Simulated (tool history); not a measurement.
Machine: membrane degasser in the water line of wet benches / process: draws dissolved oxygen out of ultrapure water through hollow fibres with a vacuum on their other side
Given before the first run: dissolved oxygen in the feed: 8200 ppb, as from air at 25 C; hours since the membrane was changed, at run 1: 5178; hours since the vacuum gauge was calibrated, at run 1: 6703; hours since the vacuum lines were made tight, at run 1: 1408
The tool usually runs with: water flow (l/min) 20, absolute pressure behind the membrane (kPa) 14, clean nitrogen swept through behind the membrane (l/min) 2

run,hour,water flow (l/min),absolute pressure behind the membrane (kPa),clean nitrogen swept through behind the membrane (l/min),hours since the membrane was changed,hours since the vacuum gauge was calibrated,hours since the vacuum lines were made tight,dissolved oxygen in the water behind the degasser (ppb),pressure that the water loses in the fibres (kPa)
1,0,20,14,2,5178,6703,1408,298.4,61.98
2,154.7,13,14,2,5333,6858,1563,186.7,40.32
3,255.1,13,14,2,5433,6958,1664,184.6,40.2
4,388.8,20,14,2,5567,7092,1797,307.5,62.16
5,517.1,20,14,2,5695,7220,1926,301.8,62.55
6,604.3,20,14,2,5782,7307,2013,306.8,62.43
7,717,20,14,2,5895,7420,2125,314.3,62.28
8,869.5,20,14,2,6048,7572,2278,304.6,62.14
9,1010.1,20,14,2,6188,7713,2419,306.2,62.26
10,1096.8,20,14,2,6275,7800,2505,305.2,62.18
11,1209.1,20,14,2,6387,7912,2618,305.9,62.38
# hour 1247.1: vacuum gauge calibrated
12,1290.1,20,29.1,2,6468,43,2698,630.4,62.41
13,1380.3,20,29.1,2,6558,133,2788,634.3,62.33
14,1510.3,20,29.1,2,6688,263,2918,635.2,62.49
# hour 1663.8: vacuum gauge calibrated, once more
15,1663.8,20,14,0.87,6841,0,3071,569.8,62.62
16,1801.9,20,14,0.87,6979,138,3209,561.8,62.66
17,1960.8,20,25.9,2.91,7138,297,3368,417.3,62.39
18,2116.8,20,25.9,2.91,7294,453,3524,416.6,62.66
19,2233.7,28,10.7,3.96,7411,570,3641,252.2,88.11
20,2390.2,15,10.7,0.95,7567,726,3798,284.4,46.91
21,2467.8,20,9.7,3.62,7645,804,3875,143.5,63.08
22,2624.4,20,9.7,2.95,7801,961,4032,162.3,62.71
23,2746,20,9.7,2.95,7923,1082,4153,160.6,63.43
24,2831.5,16,14,1.94,8009,1168,4239,242.4,50.52
25,2913.4,20,21.6,1.63,8090,1250,4321,555.1,62.44
26,2999.6,27,20.3,2,8177,1336,4407,611.4,84.92
27,3077.7,27,20.3,2,8255,1414,4485,605.5,84.87
28,3172.3,32,11.7,3.47,8349,1509,4580,349.1,101.32
29,3290.7,32,11.7,3.47,8468,1627,4698,348.6,101.39
30,3382.1,18,16,1.93,8559,1718,4790,324.3,56.81
31,3540.1,18,16,1.93,8717,1876,4948,325.7,56.96

Entry by entry between the runs, the difference in hidden state between the last listed run before and the first listed run after:
Between runs 11 and 12: vacuum gauge calibrated (hour 1247.1)
  true pressure behind the membrane over the reading, kPa: 0.3 -> 0.42; air that leaks in behind the membrane, l/min: 0.0068 -> 0.007
  the result without the hidden state subtracted from the measured one, dissolved oxygen in the water behind the degasser (ppb): +16.9 -> +20.4; pressure that the water loses in the fibres (kPa): +2.28 -> +2.31
Between runs 14 and 15: vacuum gauge calibrated, once more (hour 1663.8)
  membrane still open, %: 96.2 -> 96.1; true pressure behind the membrane over the reading, kPa: 0.43 -> -0.02; air that leaks in behind the membrane, l/min: 0.0075 -> 0.0078
  the result without the hidden state subtracted from the measured one, dissolved oxygen in the water behind the degasser (ppb): +21.4 -> +10.5; pressure that the water loses in the fibres (kPa): +2.4 -> +2.47
